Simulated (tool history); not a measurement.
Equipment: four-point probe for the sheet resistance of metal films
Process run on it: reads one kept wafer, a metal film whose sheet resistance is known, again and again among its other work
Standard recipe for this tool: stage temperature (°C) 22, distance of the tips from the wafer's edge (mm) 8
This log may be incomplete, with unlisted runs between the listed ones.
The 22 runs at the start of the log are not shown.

run,hour,stage temperature (°C),distance of the tips from the wafer's edge (mm),touches since the probe head was changed,hours of work since the stage's thermometer was calibrated,sheet resistance as the instrument gives it (ohm/square)
23,1036.9,25,8,55832,435,0.157522
24,1104.7,31,28,57072,479,0.155245
25,1133.1,31,28,57593,497,0.155249
26,1162.6,23,69,58133,516,0.155562
27,1201.6,26,11,58846,541,0.156367
28,1257.8,26,11,59874,577,0.156422
29,1296.1,26,11,60576,602,0.156423
30,1330.0,26,11,61196,624,0.156365
31,1370.3,26,49,61934,649,0.155282
32,1439.6,26,49,63201,694,0.155348
33,1471.4,26,49,63783,714,0.155312
34,1518.4,26,49,64644,745,0.155331
35,1555.7,26,49,65326,769,0.155303
36,1624.3,21,63,66582,813,0.155514
37,1666.8,21,5,67359,840,0.160725
38,1731.5,21,5,68545,882,0.160710
39,1785.3,22,16,69528,916,0.155963
40,1831.5,22,16,70374,946,0.155923
41,1862.8,22,6,70948,966,0.159057
42,1911.8,18,29,71844,998,0.155751
43,1942.4,18,29,72404,1018,0.155763
44,1988.2,26,25,73243,1047,0.155356
45,2035.5,20,37,74109,1077,0.155613

3 ways to go on from here, each from the tool as it stands after run 45. What would each give?
A,2097.9,27,46,75249,1118,?
B,2097.9,31,37,75249,1118,?
C,2097.9,20,19,75249,1118,?

run,sheet resistance as the instrument gives it (ohm/square)
A,0.155058
B,0.154912
C,0.155846
Had the tool no hidden state, the same runs would have come out as:
run,sheet resistance as the instrument gives it (ohm/square)
A,0.156278
B,0.156131
C,0.157074

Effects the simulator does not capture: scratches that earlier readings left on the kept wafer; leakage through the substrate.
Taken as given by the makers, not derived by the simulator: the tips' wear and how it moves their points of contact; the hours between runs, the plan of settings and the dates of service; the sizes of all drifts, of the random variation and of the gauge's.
